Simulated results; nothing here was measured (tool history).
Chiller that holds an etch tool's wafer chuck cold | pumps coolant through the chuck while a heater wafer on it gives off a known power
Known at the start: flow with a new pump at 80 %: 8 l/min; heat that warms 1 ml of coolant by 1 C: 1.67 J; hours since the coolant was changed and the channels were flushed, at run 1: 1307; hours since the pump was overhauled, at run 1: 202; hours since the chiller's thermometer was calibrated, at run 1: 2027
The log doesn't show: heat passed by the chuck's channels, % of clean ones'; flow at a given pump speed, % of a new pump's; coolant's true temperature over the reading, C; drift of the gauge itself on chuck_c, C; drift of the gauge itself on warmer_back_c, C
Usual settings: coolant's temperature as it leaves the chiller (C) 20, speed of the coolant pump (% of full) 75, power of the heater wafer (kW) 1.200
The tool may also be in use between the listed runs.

run     day  coolant's temperature as it leaves the chiller (C)  speed of the coolant pump (% of full)  power of the heater wafer (kW)  hours since the coolant was changed and the channels were flushed  hours since the pump was overhauled  hours since the chiller's thermometer was calibrated  chuck's temperature once it has settled (C)  how much warmer the coolant comes back (C)
  1   0.000                                                  20                                     75                           1.200                                                               1307                                  202                                                  2027                                         33.9                                        5.76
  2   0.817                                                  20                                     75                           1.200                                                               1326                                  222                                                  2047                                         34.0                                        5.86
  3   2.154                                                  20                                     75                           0.707                                                               1358                                  254                                                  2079                                         27.9                                        3.39
  4   3.067                                                  20                                     69                           1.200                                                               1380                                  276                                                  2101                                         34.8                                        6.35
  5   3.908                                                  20                                     69                           1.200                                                               1401                                  296                                                  2121                                         34.6                                        6.36
  6   4.858                                                  20                                     69                           1.200                                                               1423                                  319                                                  2144                                         34.6                                        6.37
  7   5.492                                                  20                                     65                           1.200                                                               1439                                  334                                                  2159                                         35.4                                        6.71
  8   6.912                                                  20                                     75                           1.200                                                               1473                                  368                                                  2193                                         34.1                                        5.83
  9   8.117                                                  20                                     92                           1.200                                                               1502                                  397                                                  2222                                         32.4                                        4.71
 10   8.871                                                  20                                     92                           1.200                                                               1520                                  415                                                  2240                                         32.4                                        4.80
 11  10.238                                                  12                                     75                           1.200                                                               1552                                  448                                                  2273                                         26.2                                        5.86
 12  11.600                                                  20                                     81                           1.200                                                               1585                                  481                                                  2305                                         33.4                                        5.44
 13  12.975                                                  20                                     81                           1.200                                                               1618                                  514                                                  2338                                         33.3                                        5.48
 14  13.912                                                  20                                     62                           1.200                                                               1641                                  536                                                  2361                                         35.7                                        7.00
 15  15.188                                                  26                                     87                           0.638                                                               1671                                  567                                                  2391                                         32.6                                        2.68
 16  16.146                                                  19                                     81                           1.654                                                               1694                                  590                                                  2415                                         37.8                                        7.52
 17  17.521                                                  14                                     90                           1.654                                                               1727                                  623                                                  2448                                         31.5                                        6.79
 18  18.633                                                  18                                     94                           0.682                                                               1754                                  650                                                  2474                                         24.6                                        2.67
 19  19.800                                                  26                                     68                           1.200                                                               1782                                  678                                                  2502                                         41.1                                        6.49
 20  20.675                                                  12                                     66                           1.104                                                               1803                                  699                                                  2523                                         25.8                                        6.12
 21  21.746                                                  18                                     92                           1.200                                                               1829                                  724                                                  2549                                         30.4                                        4.85
 22  22.629                                                  20                                     64                           1.200                                                               1850                                  746                                                  2570                                         35.5                                        6.90
 23  23.483                                                  14                                     75                           0.892                                                               1870                                  766                                                  2591                                         24.3                                        4.38
 24  24.675                                                  24                                     60                           0.921                                                               1899                                  795                                                  2619                                         36.3                                        5.60
 25  26.096                                                  24                                     60                           0.921                                                               1933                                  829                                                  2653                                         36.2                                        5.61
 26  27.425                                                  20                                     84                           1.581                                                               1965                                  861                                                  2685                                         37.8                                        6.95
 27  28.508                                                  20                                     84                           1.581                                                               1991                                  887                                                  2711                                         37.5                                        6.98
 28  29.462                                                  20                                     84                           1.581                                                               2014                                  910                                                  2734                                         37.6                                        6.93

3 ways to go on from here, each from the tool as it stands after run 28. What would each give?
  A  30.762                                                  14                                     90                           0.903                                                               2045                                  941                                                  2765                                            ?                                           ?
  B  30.762                                                  13                                     90                           1.484                                                               2045                                  941                                                  2765                                            ?                                           ?
  C  30.762                                                  20                                     71                           1.200                                                               2045                                  941                                                  2765                                            ?                                           ?

run  chuck's temperature once it has settled (C)  how much warmer the coolant comes back (C)
  A                                         23.5                                        3.73
  B                                         28.8                                        6.15
  C                                         34.7                                        6.27
Without the tool's hidden state the same runs would have given:
run  chuck's temperature once it has settled (C)  how much warmer the coolant comes back (C)
  A                                         23.7                                        3.63
  B                                         28.7                                        5.98
  C                                         34.6                                        6.10
